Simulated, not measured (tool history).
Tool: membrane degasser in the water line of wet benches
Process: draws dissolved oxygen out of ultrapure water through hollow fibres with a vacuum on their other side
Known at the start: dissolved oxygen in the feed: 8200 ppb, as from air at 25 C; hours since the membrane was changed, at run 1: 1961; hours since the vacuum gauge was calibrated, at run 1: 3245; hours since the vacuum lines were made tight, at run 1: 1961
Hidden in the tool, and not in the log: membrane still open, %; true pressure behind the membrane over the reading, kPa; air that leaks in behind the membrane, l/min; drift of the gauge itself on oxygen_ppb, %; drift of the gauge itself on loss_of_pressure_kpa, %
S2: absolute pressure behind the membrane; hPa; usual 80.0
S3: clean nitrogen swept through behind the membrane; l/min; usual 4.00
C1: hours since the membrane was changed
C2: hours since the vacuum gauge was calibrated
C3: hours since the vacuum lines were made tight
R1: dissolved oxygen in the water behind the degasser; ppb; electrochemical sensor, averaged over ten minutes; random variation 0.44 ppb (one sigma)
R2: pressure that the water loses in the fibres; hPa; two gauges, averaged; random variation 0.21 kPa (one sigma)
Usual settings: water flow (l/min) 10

Run 1, day 0.000: usual settings; C1 1961; C2 3245; C3 1961. Result: R1 32.2 ppb, R2 505.5 hPa.
Run 2, day 1.696: usual settings but water flow (l/min) 13; C1 2002; C2 3286; C3 2002. Result: R1 46.8 ppb, R2 651.2 hPa.
Run 3, day 4.179: usual settings; C1 2062; C2 3345; C3 2062. Result: R1 33.2 ppb, R2 500.6 hPa.
Run 4, day 6.021: usual settings; C1 2106; C2 3390; C3 2106. Result: R1 32.7 ppb, R2 504.4 hPa.
Run 5, day 7.638: usual settings; C1 2145; C2 3428; C3 2145. Result: R1 32.0 ppb, R2 501.6 hPa.
Run 6, day 9.400: usual settings but water flow (l/min) 14, S2 98.5 hPa, S3 2.67 l/min; C1 2187; C2 3471; C3 2187. Result: R1 96.4 ppb, R2 703.6 hPa.
Run 7, day 11.750: usual settings but water flow (l/min) 14, S2 98.5 hPa, S3 2.67 l/min; C1 2243; C2 3527; C3 2243. Result: R1 96.4 ppb, R2 701.9 hPa.
Run 8, day 13.217: usual settings but S2 120.9 hPa, S3 4.45 l/min; C1 2278; C2 3562; C3 2278. Result: R1 51.9 ppb, R2 499.9 hPa.
Run 9, day 14.708: usual settings but water flow (l/min) 9, S3 9.47 l/min; C1 2314; C2 3598; C3 2314. Result: R1 12.7 ppb, R2 447.2 hPa.
Run 10, day 16.679: usual settings but water flow (l/min) 9, S2 151.4 hPa, S3 2.89 l/min; C1 2362; C2 3645; C3 2362. Result: R1 92.1 ppb, R2 448.2 hPa.

3 ways to go on from here, each from the tool as it stands after run 10. What would each give?
Run A, day 17.758: usual settings but water flow (l/min) 6, S2 83.3 hPa, S3 1.95 l/min; C1 2387; C2 3671; C3 2387. Result: R1 ?, R2 ?.
Run B, day 17.758: usual settings but water flow (l/min) 9, S3 6.17 l/min; C1 2387; C2 3671; C3 2387. Result: R1 ?, R2 ?.
Run C, day 17.758: usual settings but water flow (l/min) 16, S2 165.2 hPa, S3 2.89 l/min; C1 2387; C2 3671; C3 2387. Result: R1 ?, R2 ?.

run     R1     R2
  A   39.6  300.2
  B   19.1  449.9
  C  192.8  799.1
Without the tool's hidden state the same runs would have given:
run     R1     R2
  A   39.5  303.7
  B   19.0  455.2
  C  192.5  808.6
